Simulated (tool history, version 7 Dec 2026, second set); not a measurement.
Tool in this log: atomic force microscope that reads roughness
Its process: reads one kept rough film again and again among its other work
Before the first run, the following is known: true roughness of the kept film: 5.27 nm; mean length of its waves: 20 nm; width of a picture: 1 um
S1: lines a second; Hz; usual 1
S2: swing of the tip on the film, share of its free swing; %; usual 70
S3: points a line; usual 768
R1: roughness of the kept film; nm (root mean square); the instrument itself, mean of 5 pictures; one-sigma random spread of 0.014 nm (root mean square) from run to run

| run | hour | S1 | S2 | S3 | R1 |
|---|---|---|---|---|---|
| 1 | 0 | 1 | 70 | 768 | 3.233 |
| 2 | 10.6 | 0.91 | 70 | 768 | 3.302 |
| 3 | 22 | 0.91 | 70 | 768 | 3.277 |
| 4 | 37.7 | 0.91 | 70 | 768 | 3.292 |
| 5 | 47.4 | 1 | 70 | 768 | 3.229 |
| 6 | 60.1 | 1.84 | 62 | 306 | 3.157 |
| 7 | 69.6 | 2.46 | 58 | 448 | 3.212 |
| 8 | 89.5 | 1.69 | 74 | 507 | 3.044 |
| 9 | 100.6 | 1.69 | 74 | 507 | 3.034 |
| 10 | 108.7 | 1.69 | 74 | 507 | 3.004 |

Branching from run 10: 3 alternative next runs. What would each branch give?
| A | 117.2 | 1 | 57 | 723 | ? |
| B | 117.2 | 1.21 | 74 | 839 | ? |
| C | 117.2 | 3.04 | 70 | 614 | ? |

| run | R1 |
|---|---|
| A | 3.319 |
| B | 3.167 |
| C | 2.889 |
The same runs, with their run-to-run variation unchanged, on a tool lacking any hidden condition would have given:
| run | R1 |
|---|---|
| A | 3.336 |
| B | 3.184 |
| C | 2.904 |
